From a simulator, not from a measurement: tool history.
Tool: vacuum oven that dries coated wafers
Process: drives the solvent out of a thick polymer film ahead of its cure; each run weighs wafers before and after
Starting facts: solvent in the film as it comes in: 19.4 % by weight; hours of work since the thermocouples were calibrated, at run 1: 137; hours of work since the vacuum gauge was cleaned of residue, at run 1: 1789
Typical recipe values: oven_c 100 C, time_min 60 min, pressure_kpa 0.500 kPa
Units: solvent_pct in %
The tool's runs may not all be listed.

run,hour,oven_c,time_min,pressure_kpa,hours of work since the thermocouples were calibrated,hours of work since the vacuum gauge was cleaned of residue,solvent_pct
1,0.0,100,60,0.500,137,1789,2.47
2,105.4,100,60,0.500,185,1838,2.41
3,221.1,100,60,0.500,238,1891,2.41
4,292.7,100,60,0.500,271,1924,2.47
5,371.7,100,60,0.500,307,1960,2.43
6,427.3,100,100,0.500,333,1985,1.36
7,523.7,100,100,0.500,377,2030,1.30
8,615.6,100,56,0.500,419,2072,2.56
9,711.4,100,56,0.500,463,2116,2.65
10,792.8,100,60,0.255,501,2153,2.17
11,871.7,100,60,0.255,537,2189,2.23
12,971.3,100,77,0.255,583,2235,1.50
13,1042.4,101,77,0.383,615,2268,1.48
14,1152.8,100,65,0.475,666,2318,2.09
15,1211.1,100,65,0.475,693,2345,2.18
16,1264.9,100,65,0.475,717,2370,2.08
17,1334.1,100,65,0.475,749,2401,2.11
# hour 1363.1: vacuum gauge cleaned of residue and calibrated
# hour 1393.3: oven's thermocouples calibrated
18,1405.8,100,65,0.475,6,19,1.80
19,1491.9,100,65,0.475,45,58,1.74
20,1606.6,90,37,0.299,98,111,7.14
21,1728.0,90,37,0.299,154,166,6.99
22,1805.4,113,55,1.289,189,202,1.03
23,1880.8,110,60,0.500,224,237,0.69
24,1952.9,111,31,1.878,257,270,3.04

3 options for the next run, each taken on its own from the tool as it stands now. Forecast them:
A,2050.4,105,72,0.692,301,314,?
B,2050.4,101,60,0.500,301,314,?
C,2050.4,111,31,1.265,301,314,?

run,solvent_pct
A,1.07
B,1.84
C,2.77
Take away the tool's hidden state, keep each run's random variation, and the runs would have read:
run,solvent_pct
A,1.05
B,1.88
C,2.85
